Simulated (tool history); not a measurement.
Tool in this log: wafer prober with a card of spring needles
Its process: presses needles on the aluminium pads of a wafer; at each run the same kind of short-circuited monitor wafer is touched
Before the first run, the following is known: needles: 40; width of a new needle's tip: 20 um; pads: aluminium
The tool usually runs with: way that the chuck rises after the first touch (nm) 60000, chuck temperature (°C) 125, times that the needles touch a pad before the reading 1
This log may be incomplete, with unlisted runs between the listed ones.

run,hour,way that the chuck rises after the first touch (nm),chuck temperature (°C),times that the needles touch a pad before the reading,resistance of one needle with its contact and lead (mohm),way that a needle slides on the pad (nm)
1,0.0,60000,125,1,262,16750
# hour 9.0: tips cleaned on abrasive film
# hour 18.6: tips cleaned on abrasive film
2,24.7,60000,125,1,267,16700
# hour 28.2: tips cleaned on abrasive film
# hour 37.2: tips cleaned on abrasive film
3,37.2,60000,125,1,261,16670
# hour 46.9: tips cleaned on abrasive film
4,49.0,60000,78,1,246,16620
# hour 52.8: height of the first contact set anew
# hour 55.8: tips cleaned on abrasive film
5,62.4,60000,78,1,251,16650
# hour 65.5: tips cleaned on abrasive film
6,73.4,60000,78,1,250,16710
# hour 74.8: tips cleaned on abrasive film
# hour 84.4: tips cleaned on abrasive film
# hour 93.3: tips cleaned on abrasive film
7,97.0,60000,78,1,246,16660
# hour 102.1: tips cleaned on abrasive film
# hour 111.4: tips cleaned on abrasive film
8,115.5,73000,78,1,243,20370
# hour 120.7: tips cleaned on abrasive film
# hour 130.4: tips cleaned on abrasive film
9,130.5,60000,42,1,238,16890
# hour 140.7: tips cleaned on abrasive film
10,148.6,60000,42,1,241,16820
# hour 150.8: tips cleaned on abrasive film
# hour 160.4: tips cleaned on abrasive film
11,164.9,79000,42,1,234,22260
# hour 169.8: tips cleaned on abrasive film
# hour 178.9: tips cleaned on abrasive film
# hour 187.6: tips cleaned on abrasive film
12,187.6,79000,42,1,231,22310

Run 13 is up next; what results do you expect?
# hour 196.9: tips cleaned on abrasive film
# hour 206.2: tips cleaned on abrasive film
13,210.4,79000,42,1,?,?

{"run 13": {"resistance of one needle with its contact and lead (mohm)": 232, "way that a needle slides on the pad (nm)": 22160}}
On a tool with no hidden condition, and with the same random variation, this run would have come out at resistance of one needle with its contact and lead (mohm) 232, way that a needle slides on the pad (nm) 21680.
